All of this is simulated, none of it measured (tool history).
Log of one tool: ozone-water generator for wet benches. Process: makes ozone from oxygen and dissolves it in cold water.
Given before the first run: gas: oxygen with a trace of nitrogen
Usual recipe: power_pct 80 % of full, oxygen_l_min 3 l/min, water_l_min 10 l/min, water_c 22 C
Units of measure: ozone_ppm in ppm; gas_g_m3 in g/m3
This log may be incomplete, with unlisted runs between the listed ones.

| run | hour | power_pct | oxygen_l_min | water_l_min | water_c | ozone_ppm | gas_g_m3 |
|---|---|---|---|---|---|---|---|
| 1 | 0 | 80 | 3 | 10 | 22 | 27.4 | 218.6 |
| 2 | 60.4 | 80 | 3 | 10 | 22 | 27.3 | 218.6 |
| 3 | 116.6 | 80 | 3 | 10 | 22 | 26.9 | 218.4 |
| 4 | 186.1 | 52 | 3 | 10 | 22 | 21.2 | 170 |
| 5 | 232.9 | 52 | 3 | 10 | 22 | 21.1 | 169.5 |
| 6 | 293.5 | 52 | 3 | 6 | 22 | 29.1 | 171.2 |
| 7 | 351.2 | 40 | 3 | 10 | 22 | 18.4 | 147.1 |
| 8 | 419.4 | 80 | 3 | 10 | 22 | 27.5 | 216.5 |
| 9 | 477.1 | 80 | 3 | 10 | 22 | 27.1 | 212.8 |
| 10 | 533.5 | 80 | 3 | 10 | 22 | 27.3 | 215.4 |
| 11 | 579 | 80 | 3 | 10 | 22 | 26.9 | 214.6 |
| 12 | 636.7 | 80 | 3 | 10 | 22 | 26.9 | 213.4 |
| 13 | 668.4 | 80 | 3 | 10 | 22 | 27.3 | 216.4 |
| 14 | 712.3 | 80 | 3 | 10 | 22 | 27.2 | 213.8 |
| 15 | 744.6 | 80 | 3 | 10 | 22 | 27 | 215.8 |
| 16 | 782 | 59 | 3 | 10 | 22 | 22.9 | 179.7 |
| 17 | 820.5 | 59 | 3 | 10 | 22 | 23.2 | 179.8 |
| 18 | 878 | 78 | 3 | 10 | 22 | 26.8 | 210.9 |
| 19 | 926.6 | 78 | 3 | 10 | 22 | 26.6 | 206.5 |
|  | 958.3 | gauge calibrated |
| 20 | 963.5 | 66 | 2.16 | 7 | 19 | 31.6 | 224.5 |
| 21 | 1029.7 | 66 | 2.16 | 7 | 19 | 31.4 | 223.7 |
| 22 | 1068.1 | 58 | 4.29 | 11 | 19 | 22.7 | 157.1 |
| 23 | 1097.5 | 58 | 4.29 | 11 | 19 | 23.1 | 156.9 |
| 24 | 1130 | 83 | 2.93 | 6 | 26 | 34.1 | 224 |
| 25 | 1179.8 | 80 | 2.57 | 10 | 16 | 29 | 230.3 |
|  | 1206.6 | contactor cleaned |
| 26 | 1230 | 80 | 2.57 | 10 | 16 | 28.8 | 230.1 |
| 27 | 1289 | 80 | 2.57 | 10 | 16 | 29.1 | 230.3 |
| 28 | 1330.8 | 80 | 4.06 | 10 | 14 | 31.7 | 192.7 |
| 29 | 1372.1 | 80 | 4.06 | 10 | 14 | 31.5 | 191.6 |
| 30 | 1402.5 | 80 | 4.06 | 10 | 14 | 31.5 | 190.8 |
| 31 | 1434.1 | 80 | 3 | 8 | 17 | 34.1 | 215.5 |
| 32 | 1463.4 | 80 | 2.33 | 9 | 22 | 28.5 | 239.5 |

Below are 5 alternative next runs, each starting from the tool's condition after run 32. Predict each:
| A | 1507.1 | 80 | 2.33 | 16 | 22 | ? | ? |
| B | 1507.1 | 80 | 3.13 | 9 | 17 | ? | ? |
| C | 1507.1 | 61 | 1.68 | 10 | 22 | ? | ? |
| D | 1507.1 | 80 | 2.33 | 8 | 15 | ? | ? |
| E | 1507.1 | 80 | 3.41 | 10 | 22 | ? | ? |

| run | ozone_ppm | gas_g_m3 |
|---|---|---|
| A | 17.8 | 240.3 |
| B | 31.7 | 209.5 |
| C | 21.2 | 232.7 |
| D | 34.3 | 239.7 |
| E | 27.6 | 203.5 |
With the hidden condition removed and each run's random variation left untouched, the same runs would have given:
| run | ozone_ppm | gas_g_m3 |
|---|---|---|
| A | 17.8 | 244.7 |
| B | 31.7 | 213.3 |
| C | 21.2 | 236.9 |
| D | 34.3 | 244 |
| E | 27.6 | 207.1 |

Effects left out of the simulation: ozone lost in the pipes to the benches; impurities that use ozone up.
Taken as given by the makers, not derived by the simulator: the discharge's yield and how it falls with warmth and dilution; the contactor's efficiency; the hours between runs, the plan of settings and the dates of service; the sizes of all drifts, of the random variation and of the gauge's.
